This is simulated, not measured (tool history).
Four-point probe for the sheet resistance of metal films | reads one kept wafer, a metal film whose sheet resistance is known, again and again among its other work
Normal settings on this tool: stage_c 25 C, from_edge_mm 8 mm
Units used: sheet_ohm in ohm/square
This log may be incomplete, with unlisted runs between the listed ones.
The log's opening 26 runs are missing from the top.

run,hour,stage_c,from_edge_mm,sheet_ohm
27,569.7,34,43,2.503876
28,595.6,28,37,2.515892
29,609.5,27,4,2.550674
30,634.1,24,27,2.524853
31,661.2,34,22,2.504388
32,683.4,22,13,2.530557
33,700.1,18,4,2.571106
34,716.4,24,15,2.525727
35,743.0,31,8,2.518508
36,757.1,30,38,2.512196

Run 37 comes next. What will it give?
37,780.3,20,5,?

sheet_ohm: 2.553831 ohm/square
Take away the tool's hidden state, keep the run-to-run variation as it was, and the same run would have given sheet_ohm 2.544936 ohm/square.
